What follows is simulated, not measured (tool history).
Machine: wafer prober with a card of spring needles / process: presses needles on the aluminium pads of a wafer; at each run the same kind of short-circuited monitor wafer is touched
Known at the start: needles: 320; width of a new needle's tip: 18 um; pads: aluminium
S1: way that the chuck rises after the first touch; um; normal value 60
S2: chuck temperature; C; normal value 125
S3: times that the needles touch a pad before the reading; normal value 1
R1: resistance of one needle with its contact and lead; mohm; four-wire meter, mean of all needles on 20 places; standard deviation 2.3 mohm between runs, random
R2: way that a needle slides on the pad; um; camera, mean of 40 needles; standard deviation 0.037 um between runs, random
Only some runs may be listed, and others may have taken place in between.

Run 1, hour 0.0: usual settings. Result: R1 361 mohm, R2 13.12 um.
At hour 3.9: tips cleaned on abrasive film.
At hour 20.2: tips cleaned on abrasive film.
At hour 36.9: tips cleaned on abrasive film.
Run 2, hour 51.8: usual settings but S1 57 um. Result: R1 372 mohm, R2 12.38 um.
At hour 55.4: tips cleaned on abrasive film.
At hour 73.9: tips cleaned on abrasive film.
At hour 91.0: tips cleaned on abrasive film.
Run 3, hour 98.8: usual settings but S1 57 um. Result: R1 361 mohm, R2 12.32 um.
At hour 109.4: tips cleaned on abrasive film.
At hour 129.0: tips cleaned on abrasive film.
Run 4, hour 144.8: usual settings. Result: R1 369 mohm, R2 12.93 um.
At hour 148.7: tips cleaned on abrasive film.
At hour 167.5: tips cleaned on abrasive film.
Run 5, hour 182.7: usual settings. Result: R1 371 mohm, R2 12.83 um.
At hour 186.8: tips cleaned on abrasive film.
At hour 205.9: tips cleaned on abrasive film.
At hour 224.4: tips cleaned on abrasive film.
Run 6, hour 229.9: usual settings but S1 66 um. Result: R1 332 mohm, R2 14.16 um.
At hour 241.0: tips cleaned on abrasive film.
At hour 260.3: tips cleaned on abrasive film.
Run 7, hour 271.3: usual settings but S1 66 um. Result: R1 344 mohm, R2 14.03 um.
At hour 278.5: tips cleaned on abrasive film.
At hour 295.7: tips cleaned on abrasive film.
At hour 312.0: tips cleaned on abrasive film.
At hour 328.8: tips cleaned on abrasive film.
Run 8, hour 329.7: usual settings but S1 66 um. Result: R1 281 mohm, R2 14.04 um.
At hour 348.4: tips cleaned on abrasive film.
Run 9, hour 358.9: usual settings. Result: R1 364 mohm, R2 12.75 um.
At hour 366.9: tips cleaned on abrasive film.
At hour 385.2: tips cleaned on abrasive film.
Run 10, hour 401.0: usual settings. Result: R1 375 mohm, R2 12.75 um.
At hour 405.0: tips cleaned on abrasive film.
At hour 423.6: tips cleaned on abrasive film.
At hour 435.9: height of the first contact set anew.
Run 11, hour 435.9: usual settings. Result: R1 366 mohm, R2 13.10 um.
At hour 443.0: tips cleaned on abrasive film.
At hour 460.9: tips cleaned on abrasive film.
Run 12, hour 470.3: usual settings. Result: R1 360 mohm, R2 13.09 um.
At hour 478.3: tips cleaned on abrasive film.
At hour 496.5: tips cleaned on abrasive film.
Run 13, hour 506.2: usual settings. Result: R1 363 mohm, R2 13.02 um.
At hour 512.8: tips cleaned on abrasive film.
At hour 530.2: tips cleaned on abrasive film.
At hour 550.0: tips cleaned on abrasive film.
At hour 566.6: tips cleaned on abrasive film.
Run 14, hour 566.6: usual settings but S3 2. Result: R1 263 mohm, R2 12.97 um.
At hour 585.1: tips cleaned on abrasive film.
Run 15, hour 599.2: usual settings but S2 115 C. Result: R1 376 mohm, R2 12.94 um.
At hour 601.9: tips cleaned on abrasive film.
At hour 619.8: tips cleaned on abrasive film.
At hour 637.5: tips cleaned on abrasive film.
Run 16, hour 638.8: usual settings but S2 76 C. Result: R1 276 mohm, R2 12.95 um.
At hour 653.9: tips cleaned on abrasive film.
At hour 670.9: tips cleaned on abrasive film.
Run 17, hour 673.4: usual settings but S1 75 um, S2 36 C, S3 2. Result: R1 254 mohm, R2 16.17 um.
At hour 688.6: tips cleaned on abrasive film.
At hour 707.2: tips cleaned on abrasive film.
Run 18, hour 719.7: usual settings but S1 42 um. Result: R1 491 mohm, R2 8.88 um.
At hour 723.3: tips cleaned on abrasive film.
At hour 741.5: tips cleaned on abrasive film.
Run 19, hour 745.5: usual settings but S1 42 um. Result: R1 388 mohm, R2 8.78 um.
At hour 757.5: tips cleaned on abrasive film.
At hour 775.5: tips cleaned on abrasive film.
At hour 792.8: tips cleaned on abrasive film.
Run 20, hour 798.3: usual settings but S1 49 um, S2 67 C. Result: R1 389 mohm, R2 10.27 um.
At hour 809.3: tips cleaned on abrasive film.
At hour 826.5: tips cleaned on abrasive film.
Run 21, hour 826.5: usual settings but S1 67 um, S2 63 C. Result: R1 248 mohm, R2 14.12 um.
At hour 844.8: tips cleaned on abrasive film.
Run 22, hour 858.5: usual settings but S2 59 C. Result: R1 380 mohm, R2 12.65 um.
At hour 862.6: tips cleaned on abrasive film.
At hour 882.3: tips cleaned on abrasive film.
At hour 901.0: tips cleaned on abrasive film.
At hour 904.9: height of the first contact set anew.
Run 23, hour 909.1: usual settings but S1 50 um, S2 85 C. Result: R1 399 mohm, R2 10.87 um.
At hour 919.2: tips cleaned on abrasive film.
At hour 937.1: tips cleaned on abrasive film.
Run 24, hour 943.0: usual settings but S1 50 um, S2 85 C. Result: R1 368 mohm, R2 10.88 um.
At hour 953.9: tips cleaned on abrasive film.
At hour 972.7: tips cleaned on abrasive film.
At hour 988.7: tips cleaned on abrasive film.
Run 25, hour 995.1: usual settings but S1 66 um, S2 81 C, S3 2. Result: R1 296 mohm, R2 14.33 um.
At hour 1007.1: tips cleaned on abrasive film.
At hour 1026.0: tips cleaned on abrasive film.
At hour 1042.7: tips cleaned on abrasive film.
Run 26, hour 1042.7: usual settings but S3 3. Result: R1 262 mohm, R2 12.99 um.
At hour 1060.4: tips cleaned on abrasive film.
Run 27, hour 1068.9: usual settings. Result: R1 362 mohm, R2 12.93 um.
At hour 1077.0: tips cleaned on abrasive film.
At hour 1096.5: tips cleaned on abrasive film.
At hour 1114.0: tips cleaned on abrasive film.
Run 28, hour 1115.6: usual settings. Result: R1 293 mohm, R2 12.86 um.
At hour 1131.0: tips cleaned on abrasive film.
Run 29, hour 1143.6: usual settings but S3 2. Result: R1 331 mohm, R2 12.82 um.

Below are 3 alternative next runs, each starting from the tool's condition after run 29. Predict each:
At hour 1147.7: tips cleaned on abrasive film.
At hour 1166.3: tips cleaned on abrasive film.
At hour 1186.1: tips cleaned on abrasive film.
Run A, hour 1187.1: usual settings but S1 42 um, S2 71 C, S3 3. Result: R1 ?, R2 ?.
At hour 1147.7: tips cleaned on abrasive film.
At hour 1166.3: tips cleaned on abrasive film.
At hour 1186.1: tips cleaned on abrasive film.
Run B, hour 1187.1: usual settings but S1 65 um, S2 101 C, S3 2. Result: R1 ?, R2 ?.
At hour 1147.7: tips cleaned on abrasive film.
At hour 1166.3: tips cleaned on abrasive film.
At hour 1186.1: tips cleaned on abrasive film.
Run C, hour 1187.1: usual settings but S3 2. Result: R1 ?, R2 ?.

run   R1     R2
  A  281   8.88
  B  271  13.84
  C  277  12.82
With no hidden state in the tool, these same runs would have given:
run   R1     R2
  A  253   9.19
  B  252  14.15
  C  256  13.13

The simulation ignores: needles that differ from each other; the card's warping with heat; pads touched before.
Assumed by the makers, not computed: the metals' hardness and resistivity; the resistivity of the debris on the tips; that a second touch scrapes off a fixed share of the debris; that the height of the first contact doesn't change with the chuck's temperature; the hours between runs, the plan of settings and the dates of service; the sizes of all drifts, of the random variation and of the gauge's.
